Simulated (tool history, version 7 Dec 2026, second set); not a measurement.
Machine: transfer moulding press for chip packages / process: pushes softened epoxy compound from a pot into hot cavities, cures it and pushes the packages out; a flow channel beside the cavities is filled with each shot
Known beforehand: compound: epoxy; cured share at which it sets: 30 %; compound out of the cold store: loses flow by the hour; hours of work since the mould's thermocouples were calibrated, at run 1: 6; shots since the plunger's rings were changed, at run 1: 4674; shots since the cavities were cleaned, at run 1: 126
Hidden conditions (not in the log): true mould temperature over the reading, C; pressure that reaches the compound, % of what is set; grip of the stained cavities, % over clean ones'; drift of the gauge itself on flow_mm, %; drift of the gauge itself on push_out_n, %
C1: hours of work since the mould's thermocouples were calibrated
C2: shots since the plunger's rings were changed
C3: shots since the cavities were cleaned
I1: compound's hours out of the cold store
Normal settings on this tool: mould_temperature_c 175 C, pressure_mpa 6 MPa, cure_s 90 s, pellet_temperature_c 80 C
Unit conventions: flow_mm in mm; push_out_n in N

Run 1, hour 0: usual settings; C1 6; C2 4674; C3 126; I1 44.8. Result: flow_mm 587 mm, push_out_n 333 N.
Run 2, hour 22.7: usual settings; C1 24; C2 5014; C3 466; I1 37. Result: flow_mm 606 mm, push_out_n 425 N.
At hour 37.8: cavities cleaned with cleaning compound and waxed.
Run 3, hour 38.9: usual settings; C1 35; C2 5234; C3 15; I1 29.8. Result: flow_mm 629 mm, push_out_n 295 N.
Run 4, hour 57.1: usual settings; C1 49; C2 5507; C3 288; I1 24.4. Result: flow_mm 648 mm, push_out_n 387 N.
Run 5, hour 72.9: usual settings; C1 62; C2 5744; C3 525; I1 16.3. Result: flow_mm 675 mm, push_out_n 444 N.
At hour 81.8: plunger's sealing rings changed.
At hour 86.5: cavities cleaned with cleaning compound and waxed.
Run 6, hour 94.6: usual settings; C1 75; C2 170; C3 123; I1 39.2. Result: flow_mm 633 mm, push_out_n 335 N.
Run 7, hour 104.8: usual settings; C1 83; C2 322; C3 275; I1 15.8. Result: flow_mm 720 mm, push_out_n 367 N.
Run 8, hour 126.6: usual settings; C1 100; C2 649; C3 602; I1 13.8. Result: flow_mm 726 mm, push_out_n 470 N.
At hour 133.8: cavities cleaned with cleaning compound and waxed.
Run 9, hour 140.1: usual settings but pressure_mpa 4.51 MPa; C1 109; C2 828; C3 94; I1 15.2. Result: flow_mm 626 mm, push_out_n 334 N.
Run 10, hour 153.3: usual settings but pressure_mpa 4.51 MPa; C1 119; C2 1027; C3 293; I1 47.9. Result: flow_mm 515 mm, push_out_n 376 N.
Run 11, hour 171.7: usual settings; C1 134; C2 1302; C3 568; I1 42.3. Result: flow_mm 613 mm, push_out_n 460 N.
At hour 179.8: cavities cleaned with cleaning compound and waxed.
Run 12, hour 185.1: usual settings; C1 143; C2 1481; C3 80; I1 42.8. Result: flow_mm 619 mm, push_out_n 313 N.
Run 13, hour 200.5: usual settings; C1 155; C2 1711; C3 310; I1 44.5. Result: flow_mm 607 mm, push_out_n 375 N.
Run 14, hour 216.8: usual settings; C1 167; C2 1955; C3 554; I1 45.1. Result: flow_mm 602 mm, push_out_n 433 N.
At hour 226.4: cavities cleaned with cleaning compound and waxed.
Run 15, hour 233.2: usual settings but pressure_mpa 6.45 MPa; C1 179; C2 2179; C3 101; I1 17.3. Result: flow_mm 727 mm, push_out_n 316 N.
Run 16, hour 248.5: usual settings but pressure_mpa 6.45 MPa; C1 191; C2 2408; C3 330; I1 23.9. Result: flow_mm 696 mm, push_out_n 395 N.
Run 17, hour 262.4: usual settings but pressure_mpa 6.45 MPa; C1 201; C2 2617; C3 539; I1 17.4. Result: flow_mm 728 mm, push_out_n 452 N.
At hour 273.4: cavities cleaned with cleaning compound and waxed.
Run 18, hour 274.1: usual settings but pressure_mpa 6.45 MPa; C1 209; C2 2769; C3 10; I1 21.1. Result: flow_mm 701 mm, push_out_n 291 N.
Run 19, hour 285.5: usual settings but pressure_mpa 4.5 MPa; C1 218; C2 2940; C3 181; I1 46.3. Result: flow_mm 514 mm, push_out_n 358 N.
Run 20, hour 307.3: usual settings but mould_temperature_c 169 C, pressure_mpa 6.39 MPa, cure_s 77 s; C1 235; C2 3267; C3 508; I1 45.4. Result: flow_mm 619 mm, push_out_n 684 N.
At hour 319.8: cavities cleaned with cleaning compound and waxed.
Run 21, hour 321.9: usual settings but mould_temperature_c 169 C, pressure_mpa 6.39 MPa, cure_s 77 s; C1 245; C2 3463; C3 31; I1 37.2. Result: flow_mm 645 mm, push_out_n 489 N.
Run 22, hour 337.7: usual settings but mould_temperature_c 168 C; C1 257; C2 3701; C3 269; I1 20.8. Result: flow_mm 685 mm, push_out_n 520 N.
Run 23, hour 359.8: usual settings but mould_temperature_c 168 C; C1 274; C2 4032; C3 600; I1 32.9. Result: flow_mm 632 mm, push_out_n 575 N.
At hour 366.8: cavities cleaned with cleaning compound and waxed.
Run 24, hour 379.9: usual settings but pressure_mpa 5.39 MPa, cure_s 97 s; C1 289; C2 4310; C3 197; I1 36.3. Result: flow_mm 584 mm, push_out_n 337 N.
Run 25, hour 390: usual settings but mould_temperature_c 177 C, pressure_mpa 5.23 MPa, cure_s 109 s; C1 296; C2 4462; C3 349; I1 34.4. Result: flow_mm 574 mm, push_out_n 357 N.
Run 26, hour 410.2: usual settings but cure_s 95 s; C1 312; C2 4764; C3 651; I1 24.5. Result: flow_mm 645 mm, push_out_n 445 N.
At hour 412.9: cavities cleaned with cleaning compound and waxed.
Run 27, hour 425.7: usual settings but pressure_mpa 6.67 MPa, cure_s 103 s; C1 323; C2 4974; C3 192; I1 11.7. Result: flow_mm 734 mm, push_out_n 344 N.
Run 28, hour 442: usual settings but pressure_mpa 6.67 MPa, cure_s 103 s; C1 335; C2 5218; C3 436; I1 17.5. Result: flow_mm 709 mm, push_out_n 405 N.
At hour 458.9: cavities cleaned with cleaning compound and waxed.
Run 29, hour 458.9: usual settings but mould_temperature_c 178 C, pressure_mpa 4.95 MPa, cure_s 127 s, pellet_temperature_c 90 C; C1 347; C2 5449; C3 0; I1 34.3. Result: flow_mm 552 mm, push_out_n 265 N.

3 ways to go on from here, each from the tool as it stands after run 29. What would each give?
Run A, hour 471.8: usual settings but mould_temperature_c 178 C, pressure_mpa 4.95 MPa, cure_s 102 s, pellet_temperature_c 90 C; C1 357; C2 5643; C3 194; I1 36.1. Result: flow_mm ?, push_out_n ?.
Run B, hour 471.8: usual settings but mould_temperature_c 176 C, pellet_temperature_c 72 C; C1 357; C2 5643; C3 194; I1 28.4. Result: flow_mm ?, push_out_n ?.
Run C, hour 471.8: usual settings but mould_temperature_c 178 C, pressure_mpa 4.95 MPa, cure_s 127 s, pellet_temperature_c 79 C; C1 357; C2 5643; C3 194; I1 31. Result: flow_mm ?, push_out_n ?.

run  flow_mm  push_out_n
  A      547         317
  B      633         356
  C      564         319
With no hidden state in the tool, these same runs would have given:
run  flow_mm  push_out_n
  A      589         248
  B      682         279
  C      607         249
